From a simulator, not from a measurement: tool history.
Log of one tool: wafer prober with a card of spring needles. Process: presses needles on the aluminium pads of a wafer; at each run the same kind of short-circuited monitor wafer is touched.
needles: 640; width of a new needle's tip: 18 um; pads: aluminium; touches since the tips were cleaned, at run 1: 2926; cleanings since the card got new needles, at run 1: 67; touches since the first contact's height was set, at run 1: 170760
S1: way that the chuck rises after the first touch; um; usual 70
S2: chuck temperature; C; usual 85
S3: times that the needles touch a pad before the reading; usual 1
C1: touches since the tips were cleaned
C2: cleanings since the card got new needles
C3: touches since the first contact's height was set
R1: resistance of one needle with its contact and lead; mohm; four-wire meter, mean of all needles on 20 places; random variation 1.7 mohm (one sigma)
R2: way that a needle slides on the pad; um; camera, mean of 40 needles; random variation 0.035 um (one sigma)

run,day,S1,S2,S3,C1,C2,C3,R1,R2
1,0.000,70,85,1,2926,67,170760,279,9.61
# day 0.208: tips cleaned on abrasive film
# day 0.625: tips cleaned on abrasive film
# day 1.038: tips cleaned on abrasive film
# day 1.558: tips cleaned on abrasive film
# day 2.075: tips cleaned on abrasive film
# day 2.592: tips cleaned on abrasive film
2,2.917,70,85,1,4272,73,208601,302,9.58
# day 3.025: tips cleaned on abrasive film
# day 3.542: tips cleaned on abrasive film
# day 3.958: tips cleaned on abrasive film
# day 4.371: tips cleaned on abrasive film
# day 4.892: tips cleaned on abrasive film
# day 5.108: height of the first contact set anew
# day 5.421: tips cleaned on abrasive film
3,5.521,81,85,1,1341,79,5369,223,10.79
# day 5.938: tips cleaned on abrasive film
# day 6.454: tips cleaned on abrasive film
# day 6.871: tips cleaned on abrasive film
# day 7.388: tips cleaned on abrasive film
# day 7.904: tips cleaned on abrasive film
# day 8.421: tips cleaned on abrasive film
4,8.783,65,85,1,4699,85,47663,351,8.54
# day 8.888: tips cleaned on abrasive film
# day 9.408: tips cleaned on abrasive film
# day 9.821: tips cleaned on abrasive film
# day 10.338: tips cleaned on abrasive film
# day 10.754: tips cleaned on abrasive film
5,10.904,65,85,1,1955,90,75131,287,8.48
# day 11.217: tips cleaned on abrasive film
# day 11.638: height of the first contact set anew, once more
# day 11.642: tips cleaned on abrasive film
# day 12.058: tips cleaned on abrasive film
# day 12.471: tips cleaned on abrasive film
# day 12.992: tips cleaned on abrasive film
6,13.312,70,85,1,4210,95,21665,308,9.84
# day 13.417: tips cleaned on abrasive film
# day 13.833: tips cleaned on abrasive film
# day 14.250: tips cleaned on abrasive film
# day 14.662: tips cleaned on abrasive film
7,15.062,70,85,1,5231,99,44349,325,9.78
# day 15.171: tips cleaned on abrasive film
# day 15.688: tips cleaned on abrasive film
# day 16.204: tips cleaned on abrasive film
# day 16.721: tips cleaned on abrasive film
# day 17.138: tips cleaned on abrasive film
# day 17.654: tips cleaned on abrasive film
# day 18.071: tips cleaned on abrasive film
# day 18.483: tips cleaned on abrasive film
# day 19.004: tips cleaned on abrasive film
8,19.062,70,85,1,816,108,96187,227,9.69
# day 19.479: tips cleaned on abrasive film
# day 19.996: tips cleaned on abrasive film
# day 20.512: tips cleaned on abrasive film
# day 21.033: tips cleaned on abrasive film
# day 21.550: tips cleaned on abrasive film
# day 22.067: tips cleaned on abrasive film
9,22.421,70,85,1,4607,114,139731,321,9.65
# day 22.525: tips cleaned on abrasive film
# day 22.942: tips cleaned on abrasive film
# day 23.458: tips cleaned on abrasive film
# day 23.975: tips cleaned on abrasive film
# day 24.392: tips cleaned on abrasive film
# day 24.804: tips cleaned on abrasive film
# day 25.221: tips cleaned on abrasive film
10,25.250,70,85,1,405,121,176387,202,9.54
# day 25.667: tips cleaned on abrasive film
# day 26.079: tips cleaned on abrasive film
# day 26.600: tips cleaned on abrasive film
# day 27.117: tips cleaned on abrasive film
# day 27.529: tips cleaned on abrasive film
# day 28.050: tips cleaned on abrasive film
# day 28.462: tips cleaned on abrasive film
# day 28.979: tips cleaned on abrasive film
11,29.246,70,85,1,3481,129,228206,306,9.53
# day 29.458: tips cleaned on abrasive film
# day 29.871: tips cleaned on abrasive film
# day 29.988: height of the first contact set anew
# day 30.400: tips cleaned on abrasive film
# day 30.921: tips cleaned on abrasive film
# day 31.438: tips cleaned on abrasive film
# day 31.850: tips cleaned on abrasive film
# day 32.371: tips cleaned on abrasive film
12,32.371,70,85,1,43,136,30924,191,9.87
# day 32.788: tips cleaned on abrasive film
# day 33.204: tips cleaned on abrasive film
# day 33.617: tips cleaned on abrasive film
# day 34.133: tips cleaned on abrasive film
# day 34.654: tips cleaned on abrasive film
# day 35.067: tips cleaned on abrasive film
# day 35.483: tips cleaned on abrasive film
13,35.621,64,81,2,1839,143,73048,233,8.91
# day 35.933: tips cleaned on abrasive film
# day 36.350: tips cleaned on abrasive film
# day 36.762: tips cleaned on abrasive film
# day 37.283: tips cleaned on abrasive film
# day 37.800: tips cleaned on abrasive film
14,38.171,64,81,2,4863,148,106105,287,8.85
# day 38.279: tips cleaned on abrasive film
# day 38.692: tips cleaned on abrasive film
# day 39.208: tips cleaned on abrasive film
# day 39.729: tips cleaned on abrasive film
# day 40.246: tips cleaned on abrasive film
# day 40.658: tips cleaned on abrasive film
15,41.054,88,25,1,5139,154,143468,277,12.14
# day 41.158: tips cleaned on abrasive film
# day 41.575: tips cleaned on abrasive film
# day 42.092: tips cleaned on abrasive film
# day 42.508: tips cleaned on abrasive film
# day 43.025: tips cleaned on abrasive film
# day 43.442: tips cleaned on abrasive film
16,43.708,79,85,1,3494,160,177844,277,10.88
# day 43.917: tips cleaned on abrasive film
# day 44.433: tips cleaned on abrasive film
# day 44.850: tips cleaned on abrasive film
# day 45.262: tips cleaned on abrasive film
# day 45.779: tips cleaned on abrasive film
# day 46.300: tips cleaned on abrasive film
# day 46.800: card fitted with new needles
# day 47.317: tips cleaned on abrasive film
17,47.446,79,85,1,1694,1,8408,223,11.14
# day 47.758: tips cleaned on abrasive film
# day 48.171: tips cleaned on abrasive film
# day 48.588: tips cleaned on abrasive film
# day 49.104: tips cleaned on abrasive film
# day 49.621: tips cleaned on abrasive film
# day 50.038: tips cleaned on abrasive film
# day 50.554: tips cleaned on abrasive film
# day 50.971: tips cleaned on abrasive film
18,51.188,70,85,1,2841,9,56900,259,9.80
# day 51.396: tips cleaned on abrasive film
# day 51.812: tips cleaned on abrasive film
# day 52.329: tips cleaned on abrasive film
# day 52.846: tips cleaned on abrasive film
# day 53.262: tips cleaned on abrasive film
19,53.312,70,85,1,645,14,84399,208,9.73
# day 53.725: tips cleaned on abrasive film
# day 54.142: tips cleaned on abrasive film
# day 54.554: tips cleaned on abrasive film
# day 54.971: tips cleaned on abrasive film
# day 55.488: tips cleaned on abrasive film
# day 55.904: tips cleaned on abrasive film
# day 56.421: tips cleaned on abrasive film
20,56.783,60,54,2,4729,21,129410,276,8.26
# day 56.888: tips cleaned on abrasive film
# day 57.404: tips cleaned on abrasive film
# day 57.925: tips cleaned on abrasive film
# day 58.338: tips cleaned on abrasive film
# day 58.754: tips cleaned on abrasive film
21,59.121,57,78,1,4824,26,159744,365,7.85
# day 59.229: tips cleaned on abrasive film
# day 59.646: tips cleaned on abrasive film
# day 60.058: tips cleaned on abrasive film
# day 60.575: tips cleaned on abrasive film
# day 61.096: tips cleaned on abrasive film
# day 61.612: tips cleaned on abrasive film
# day 62.025: tips cleaned on abrasive film
# day 62.442: tips cleaned on abrasive film
22,62.825,86,28,2,5043,34,207753,216,11.88
# day 62.933: tips cleaned on abrasive film
# day 63.450: tips cleaned on abrasive film
# day 63.967: tips cleaned on abrasive film
# day 64.488: tips cleaned on abrasive film
# day 65.004: tips cleaned on abrasive film
# day 65.121: height of the first contact set anew
23,65.388,70,76,1,4867,39,3523,304,9.91

Forecast each of these 3 alternatives for the next run:
# day 65.496: tips cleaned on abrasive film
# day 65.908: tips cleaned on abrasive film
# day 66.325: tips cleaned on abrasive film
# day 66.842: tips cleaned on abrasive film
# day 67.258: tips cleaned on abrasive film
# day 67.671: tips cleaned on abrasive film
A,67.900,65,85,2,2975,45,36038,?,?
# day 65.496: tips cleaned on abrasive film
# day 65.908: tips cleaned on abrasive film
# day 66.325: tips cleaned on abrasive film
# day 66.842: tips cleaned on abrasive film
# day 67.258: tips cleaned on abrasive film
# day 67.671: tips cleaned on abrasive film
B,67.900,70,103,1,2975,45,36038,?,?
# day 65.496: tips cleaned on abrasive film
# day 65.908: tips cleaned on abrasive film
# day 66.325: tips cleaned on abrasive film
# day 66.842: tips cleaned on abrasive film
# day 67.258: tips cleaned on abrasive film
# day 67.671: tips cleaned on abrasive film
C,67.900,59,97,2,2975,45,36038,?,?

run,R1,R2
A,241,9.11
B,275,9.81
C,253,8.21
Without the tool's hidden state the same runs would have given:
run,R1,R2
A,169,9.16
B,173,9.87
C,169,8.27
